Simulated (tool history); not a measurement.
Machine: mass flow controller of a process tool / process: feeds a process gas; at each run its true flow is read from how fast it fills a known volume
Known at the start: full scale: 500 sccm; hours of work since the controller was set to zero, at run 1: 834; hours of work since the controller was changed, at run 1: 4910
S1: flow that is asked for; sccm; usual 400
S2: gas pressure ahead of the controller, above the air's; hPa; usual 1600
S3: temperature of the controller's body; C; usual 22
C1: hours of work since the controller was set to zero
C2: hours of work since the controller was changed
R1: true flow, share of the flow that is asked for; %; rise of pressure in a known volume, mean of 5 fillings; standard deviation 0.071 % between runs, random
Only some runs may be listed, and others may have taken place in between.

{"run": 1, "hour": 0.0, "S1": 400, "S2": 1600, "S3": 22, "C1": 834, "C2": 4910, "R1": 97.86}
{"run": 2, "hour": 355.5, "S1": 400, "S2": 1600, "S3": 22, "C1": 996, "C2": 5072, "R1": 97.74}
{"run": 3, "hour": 690.1, "S1": 400, "S2": 1450, "S3": 22, "C1": 1149, "C2": 5225, "R1": 97.63}
{"run": 4, "hour": 905.5, "S1": 128, "S2": 1600, "S3": 22, "C1": 1247, "C2": 5323, "R1": 95.25}
{"run": 5, "hour": 1212.0, "S1": 400, "S2": 1600, "S3": 22, "C1": 1387, "C2": 5463, "R1": 97.44}
{"run": 6, "hour": 1446.8, "S1": 400, "S2": 1600, "S3": 22, "C1": 1495, "C2": 5570, "R1": 97.38}
{"run": 7, "hour": 1671.7, "S1": 400, "S2": 1600, "S3": 22, "C1": 1597, "C2": 5673, "R1": 97.26}
{"run": 8, "hour": 1962.3, "S1": 67, "S2": 1600, "S3": 22, "C1": 1730, "C2": 5806, "R1": 91.93}
{"run": 9, "hour": 2162.0, "S1": 400, "S2": 1600, "S3": 22, "C1": 1821, "C2": 5897, "R1": 97.03}
{"run": 10, "hour": 2485.0, "S1": 400, "S2": 1600, "S3": 22, "C1": 1969, "C2": 6044, "R1": 96.99}
{"run": 11, "hour": 2808.0, "S1": 400, "S2": 1600, "S3": 22, "C1": 2116, "C2": 6192, "R1": 96.8}
{"run": 12, "hour": 3041.7, "S1": 400, "S2": 1850, "S3": 22, "C1": 2223, "C2": 6298, "R1": 96.81}
{"run": 13, "hour": 3359.0, "S1": 400, "S2": 1500, "S3": 22, "C1": 2368, "C2": 6443, "R1": 96.78}
{"run": 14, "hour": 3765.0, "S1": 400, "S2": 1600, "S3": 22, "C1": 2553, "C2": 6629, "R1": 96.56}
{"run": 15, "hour": 4039.9, "S1": 400, "S2": 2510, "S3": 22, "C1": 2679, "C2": 6754, "R1": 96.44}
{"run": 16, "hour": 4435.8, "S1": 400, "S2": 1600, "S3": 22, "C1": 2859, "C2": 6935, "R1": 96.36}
{"run": 17, "hour": 4815.3, "S1": 400, "S2": 1600, "S3": 22, "C1": 3033, "C2": 7108, "R1": 96.3}
{"run": 18, "hour": 5218.4, "S1": 400, "S2": 1600, "S3": 31, "C1": 3217, "C2": 7292, "R1": 96.33}
{"run": 19, "hour": 5534.4, "S1": 400, "S2": 1600, "S3": 31, "C1": 3361, "C2": 7437, "R1": 96.35}
{"run": 20, "hour": 5788.2, "S1": 131, "S2": 1600, "S3": 21, "C1": 3477, "C2": 7553, "R1": 91.59}
{"run": 21, "hour": 6201.5, "S1": 131, "S2": 1600, "S3": 21, "C1": 3666, "C2": 7741, "R1": 91.21}
{"run": 22, "hour": 6671.5, "S1": 131, "S2": 1600, "S3": 21, "C1": 3880, "C2": 7956, "R1": 90.93}
{"run": 23, "hour": 6950.5, "S1": 131, "S2": 1600, "S3": 21, "C1": 4008, "C2": 8083, "R1": 90.79}
{"hour": 7042.9, "done": "controller's zero set anew"}
{"run": 24, "hour": 7238.7, "S1": 60, "S2": 1600, "S3": 38, "C1": 89, "C2": 8215, "R1": 96.08}
{"run": 25, "hour": 7628.8, "S1": 60, "S2": 1600, "S3": 38, "C1": 268, "C2": 8393, "R1": 95.47}
{"run": 26, "hour": 8049.4, "S1": 53, "S2": 1890, "S3": 39, "C1": 460, "C2": 8585, "R1": 94.73}
{"run": 27, "hour": 8466.0, "S1": 53, "S2": 2770, "S3": 39, "C1": 650, "C2": 8775, "R1": 93.65}
{"run": 28, "hour": 8718.0, "S1": 248, "S2": 2770, "S3": 33, "C1": 765, "C2": 8890, "R1": 96.08}
{"run": 29, "hour": 9171.8, "S1": 200, "S2": 2510, "S3": 35, "C1": 972, "C2": 9097, "R1": 95.54}
{"run": 30, "hour": 9395.2, "S1": 116, "S2": 1750, "S3": 22, "C1": 1074, "C2": 9199, "R1": 94.02}
{"run": 31, "hour": 9763.5, "S1": 116, "S2": 1750, "S3": 22, "C1": 1242, "C2": 9368, "R1": 93.8}
{"run": 32, "hour": 9994.6, "S1": 137, "S2": 2570, "S3": 27, "C1": 1348, "C2": 9473, "R1": 94.08}
{"run": 33, "hour": 10236.1, "S1": 137, "S2": 2570, "S3": 27, "C1": 1458, "C2": 9583, "R1": 93.98}
{"run": 34, "hour": 10568.2, "S1": 128, "S2": 1570, "S3": 31, "C1": 1610, "C2": 9735, "R1": 93.75}

Branching from run 34: 4 alternative next runs. What would each branch give?
{"run": "A", "hour": 10870.7, "S1": 355, "S2": 1720, "S3": 35, "C1": 1748, "C2": 9873, "R1": "?"}
{"run": "B", "hour": 10870.7, "S1": 195, "S2": 1570, "S3": 38, "C1": 1748, "C2": 9873, "R1": "?"}
{"run": "C", "hour": 10870.7, "S1": 128, "S2": 1720, "S3": 31, "C1": 1748, "C2": 9873, "R1": "?"}
{"run": "D", "hour": 10870.7, "S1": 345, "S2": 1620, "S3": 31, "C1": 1748, "C2": 9873, "R1": "?"}

run=A R1=96.04
run=B R1=94.87
run=C R1=93.61
run=D R1=95.98
What these runs would have given with no unlogged condition in the tool:
run=A R1=99.73
run=B R1=99.29
run=C R1=98.89
run=D R1=99.7
